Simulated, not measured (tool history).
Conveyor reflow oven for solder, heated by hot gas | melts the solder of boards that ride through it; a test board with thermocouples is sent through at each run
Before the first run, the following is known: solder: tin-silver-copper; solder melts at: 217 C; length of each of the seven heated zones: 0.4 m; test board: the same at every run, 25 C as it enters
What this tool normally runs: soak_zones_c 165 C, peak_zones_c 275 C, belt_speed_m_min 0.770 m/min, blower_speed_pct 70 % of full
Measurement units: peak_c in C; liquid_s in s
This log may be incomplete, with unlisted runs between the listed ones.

| run | day | soak_zones_c | peak_zones_c | belt_speed_m_min | blower_speed_pct | peak_c | liquid_s |
|---|---|---|---|---|---|---|---|
| 1 | 0.000 | 165 | 275 | 0.770 | 70 | 253.3 | 44.2 |
| 2 | 0.208 | 165 | 275 | 0.770 | 70 | 253.5 | 44.1 |
| 3 | 0.417 | 165 | 275 | 0.626 | 70 | 260.1 | 60.2 |
| 4 | 0.650 | 165 | 265 | 0.770 | 70 | 245.0 | 38.8 |
| 5 | 0.871 | 165 | 265 | 0.770 | 70 | 244.5 | 38.8 |
| 6 | 1.262 | 157 | 275 | 0.770 | 70 | 251.1 | 40.7 |
| 7 | 1.508 | 157 | 275 | 0.770 | 70 | 251.5 | 41.7 |
| 8 | 1.721 | 178 | 275 | 0.770 | 70 | 255.1 | 48.9 |
| 9 | 2.083 | 167 | 275 | 0.770 | 70 | 253.0 | 45.0 |
| 10 | 2.442 | 165 | 275 | 0.918 | 70 | 245.2 | 32.2 |
| 11 | 2.758 | 167 | 275 | 0.770 | 70 | 253.6 | 44.9 |
| 12 | 2.992 | 167 | 275 | 0.770 | 70 | 253.3 | 44.8 |
| 13 | 3.421 | 152 | 271 | 0.761 | 70 | 247.5 | 38.4 |
| 14 | 3.667 | 152 | 271 | 0.761 | 70 | 247.9 | 38.6 |
| 15 | 3.967 | 163 | 275 | 0.770 | 66 | 250.1 | 42.0 |
| 16 | 4.300 | 158 | 275 | 0.770 | 50 | 241.3 | 32.2 |
| 17 | 4.554 | 158 | 275 | 0.770 | 50 | 241.4 | 32.4 |
| 18 | 4.958 | 158 | 275 | 0.770 | 50 | 240.9 | 32.7 |
| 19 | 5.296 | 158 | 275 | 0.770 | 50 | 241.8 | 32.1 |

Consider 3 possible next runs. They are alternatives, not a sequence: every one starts from the tool as it was left by run 19. What does each give?
| A | 5.629 | 165 | 275 | 0.779 | 70 | ? | ? |
| B | 5.629 | 165 | 280 | 0.770 | 70 | ? | ? |
| C | 5.629 | 169 | 274 | 0.770 | 70 | ? | ? |

| run | peak_c | liquid_s |
|---|---|---|
| A | 251.4 | 43.4 |
| B | 257.1 | 46.5 |
| C | 252.3 | 45.3 |
Had the tool no hidden state, the same runs would have come out as:
| run | peak_c | liquid_s |
|---|---|---|
| A | 253.3 | 44.3 |
| B | 259.0 | 47.2 |
| C | 254.3 | 46.2 |
